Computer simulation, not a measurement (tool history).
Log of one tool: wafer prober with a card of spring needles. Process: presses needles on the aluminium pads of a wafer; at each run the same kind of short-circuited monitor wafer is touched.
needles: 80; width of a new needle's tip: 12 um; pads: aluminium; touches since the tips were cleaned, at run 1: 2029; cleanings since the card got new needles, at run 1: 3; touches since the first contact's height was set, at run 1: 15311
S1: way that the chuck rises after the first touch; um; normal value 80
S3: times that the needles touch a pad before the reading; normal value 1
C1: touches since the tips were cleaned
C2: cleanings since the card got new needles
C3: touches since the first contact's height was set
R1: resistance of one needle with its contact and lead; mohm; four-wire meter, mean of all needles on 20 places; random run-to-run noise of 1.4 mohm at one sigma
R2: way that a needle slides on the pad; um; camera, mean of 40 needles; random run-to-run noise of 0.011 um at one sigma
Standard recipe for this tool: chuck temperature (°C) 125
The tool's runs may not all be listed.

Run 1, hour 0: usual settings; C1 2029; C2 3; C3 15311. Result: R1 123 mohm, R2 12.22 um.
At hour 7.7: tips cleaned on abrasive film.
At hour 23.6: tips cleaned on abrasive film.
At hour 38.9: tips cleaned on abrasive film.
Run 2, hour 38.9: usual settings; C1 0; C2 6; C3 25343. Result: R1 121 mohm, R2 12.21 um.
At hour 55.5: tips cleaned on abrasive film.
Run 3, hour 60.9: usual settings but S3 2; C1 1415; C2 7; C3 31048. Result: R1 122 mohm, R2 12.19 um.
At hour 72.8: tips cleaned on abrasive film.
At hour 90.3: tips cleaned on abrasive film.
Run 4, hour 104.6: usual settings; C1 3713; C2 9; C3 42346. Result: R1 121 mohm, R2 12.2 um.
At hour 108.4: tips cleaned on abrasive film.
At hour 125.9: tips cleaned on abrasive film.
At hour 143.9: tips cleaned on abrasive film.
Run 5, hour 152.8: usual settings; C1 2312; C2 12; C3 54812. Result: R1 121 mohm, R2 12.22 um.
At hour 160.1: tips cleaned on abrasive film.
Run 6, hour 173.2: usual settings; C1 3423; C2 13; C3 60100. Result: R1 121 mohm, R2 12.21 um.
At hour 176.3: tips cleaned on abrasive film.
At hour 192.6: tips cleaned on abrasive film.
Run 7, hour 206.1: usual settings; C1 3496; C2 15; C3 68592. Result: R1 123 mohm, R2 12.21 um.
At hour 208.2: tips cleaned on abrasive film.
At hour 224.8: tips cleaned on abrasive film.
At hour 241.8: tips cleaned on abrasive film.
Run 8, hour 245.5: usual settings; C1 960; C2 18; C3 78751. Result: R1 121 mohm, R2 12.2 um.
At hour 257: tips cleaned on abrasive film.
Run 9, hour 269: usual settings but chuck temperature (°C) 93; C1 3109; C2 19; C3 84837. Result: R1 117 mohm, R2 12.2 um.
At hour 274.8: tips cleaned on abrasive film.
At hour 290.2: tips cleaned on abrasive film.
Run 10, hour 299.7: usual settings but chuck temperature (°C) 93; C1 2466; C2 21; C3 92787. Result: R1 117 mohm, R2 12.22 um.
At hour 307: tips cleaned on abrasive film.
Run 11, hour 320.7: usual settings but chuck temperature (°C) 93, S3 2; C1 3574; C2 22; C3 98226. Result: R1 116 mohm, R2 12.21 um.
At hour 323.9: tips cleaned on abrasive film.
At hour 341.7: tips cleaned on abrasive film.
Run 12, hour 341.9: usual settings but chuck temperature (°C) 93, S3 2; C1 62; C2 24; C3 103683. Result: R1 117 mohm, R2 12.2 um.
At hour 358.2: tips cleaned on abrasive film.
Run 13, hour 364.1: usual settings but chuck temperature (°C) 93, S3 2; C1 1525; C2 25; C3 109414. Result: R1 118 mohm, R2 12.22 um.
At hour 377.1: tips cleaned on abrasive film.
At hour 395.4: tips cleaned on abrasive film.
At hour 411.4: tips cleaned on abrasive film.
Run 14, hour 412.8: usual settings but chuck temperature (°C) 93, S3 2; C1 358; C2 28; C3 122012. Result: R1 119 mohm, R2 12.21 um.
At hour 430.2: tips cleaned on abrasive film.
Run 15, hour 440.2: usual settings but chuck temperature (°C) 93, S3 2; C1 2612; C2 29; C3 129118. Result: R1 118 mohm, R2 12.22 um.
At hour 447: tips cleaned on abrasive film.
At hour 464.7: tips cleaned on abrasive film.
At hour 482.5: tips cleaned on abrasive film.
Run 16, hour 482.5: usual settings but S1 88 um, S3 2; C1 0; C2 32; C3 140042. Result: R1 121 mohm, R2 13.44 um.
At hour 499: tips cleaned on abrasive film.
Run 17, hour 509.8: usual settings but chuck temperature (°C) 111, S3 2; C1 2829; C2 33; C3 147111. Result: R1 119 mohm, R2 12.23 um.
At hour 514.9: tips cleaned on abrasive film.
At hour 530.5: tips cleaned on abrasive film.
Run 18, hour 536.8: usual settings but chuck temperature (°C) 111, S3 2; C1 1638; C2 35; C3 154077. Result: R1 118 mohm, R2 12.21 um.
At hour 548.1: tips cleaned on abrasive film.
At hour 565.2: tips cleaned on abrasive film.
Run 19, hour 579.3: usual settings but chuck temperature (°C) 65, S3 2; C1 3655; C2 37; C3 165069. Result: R1 114 mohm, R2 12.21 um.
At hour 581.9: tips cleaned on abrasive film.
At hour 598.6: tips cleaned on abrasive film.
At hour 606: height of the first contact set anew.
At hour 616: tips cleaned on abrasive film.
Run 20, hour 619.1: usual settings but chuck temperature (°C) 65, S3 2; C1 786; C2 40; C3 3358. Result: R1 114 mohm, R2 12.2 um.
At hour 632.9: tips cleaned on abrasive film.
At hour 651.1: tips cleaned on abrasive film.
Run 21, hour 655.7: usual settings but S1 68 um, chuck temperature (°C) 37, S3 2; C1 1207; C2 42; C3 12841. Result: R1 111 mohm, R2 10.37 um.
At hour 668.8: tips cleaned on abrasive film.
At hour 686.1: tips cleaned on abrasive film.
Run 22, hour 696.2: usual settings but S1 68 um, chuck temperature (°C) 36, S3 2; C1 2616; C2 44; C3 23306. Result: R1 112 mohm, R2 10.39 um.
At hour 702: tips cleaned on abrasive film.
At hour 718.4: tips cleaned on abrasive film.
At hour 734: tips cleaned on abrasive film.
Run 23, hour 734: usual settings but S1 84 um, chuck temperature (°C) 121; C1 0; C2 47; C3 33065. Result: R1 119 mohm, R2 12.82 um.
At hour 751: tips cleaned on abrasive film.
At hour 768: tips cleaned on abrasive film.
Run 24, hour 769.2: usual settings but S1 69 um, S3 2; C1 308; C2 49; C3 42159. Result: R1 121 mohm, R2 10.56 um.
At hour 783.2: tips cleaned on abrasive film.
At hour 799.3: tips cleaned on abrasive film.
Run 25, hour 804.7: usual settings but S1 68 um, chuck temperature (°C) 40, S3 3; C1 1406; C2 51; C3 51349. Result: R1 113 mohm, R2 10.39 um.
At hour 814.7: tips cleaned on abrasive film.
At hour 831.3: tips cleaned on abrasive film.
Run 26, hour 837.1: usual settings but S1 68 um, chuck temperature (°C) 116, S3 3; C1 1515; C2 53; C3 59720. Result: R1 123 mohm, R2 10.39 um.
At hour 848.8: tips cleaned on abrasive film.
At hour 864.8: tips cleaned on abrasive film.
Run 27, hour 865.9: usual settings but chuck temperature (°C) 30, S3 2; C1 286; C2 55; C3 67166. Result: R1 109 mohm, R2 12.21 um.
At hour 881.3: tips cleaned on abrasive film.
At hour 899.3: tips cleaned on abrasive film.
Run 28, hour 901.2: usual settings but S1 85 um, chuck temperature (°C) 48, S3 2; C1 499; C2 57; C3 76283. Result: R1 113 mohm, R2 12.99 um.
At hour 917.6: tips cleaned on abrasive film.
Run 29, hour 926.8: usual settings but chuck temperature (°C) 25; C1 2393; C2 58; C3 82920. Result: R1 109 mohm, R2 12.22 um.
At hour 933.7: tips cleaned on abrasive film.
At hour 949.6: tips cleaned on abrasive film.
Run 30, hour 951.1: usual settings but S1 65 um, S3 3; C1 370; C2 60; C3 89173. Result: R1 123 mohm, R2 9.92 um.

Below are 4 alternative next runs, each starting from the tool's condition after run 30. Predict each:
At hour 967.7: tips cleaned on abrasive film.
Run A, hour 978.8: usual settings but chuck temperature (°C) 38, S3 2; C1 2877; C2 61; C3 96350. Result: R1 ?, R2 ?.
At hour 967.7: tips cleaned on abrasive film.
Run B, hour 978.8: usual settings but S1 61 um, chuck temperature (°C) 111, S3 3; C1 2877; C2 61; C3 96350. Result: R1 ?, R2 ?.
At hour 967.7: tips cleaned on abrasive film.
Run C, hour 978.8: usual settings but S1 95 um, chuck temperature (°C) 69; C1 2877; C2 61; C3 96350. Result: R1 ?, R2 ?.
At hour 967.7: tips cleaned on abrasive film.
Run D, hour 978.8: usual settings but S1 95 um, S3 3; C1 2877; C2 61; C3 96350. Result: R1 ?, R2 ?.

run   R1     R2
  A  109  12.21
  B  124   9.32
  C  111  14.53
  D  124  14.49
Take away the tool's hidden state, keep each run's random variation, and the runs would have read:
run   R1     R2
  A  108  12.22
  B  124   9.32
  C  111  14.53
  D  124  14.49
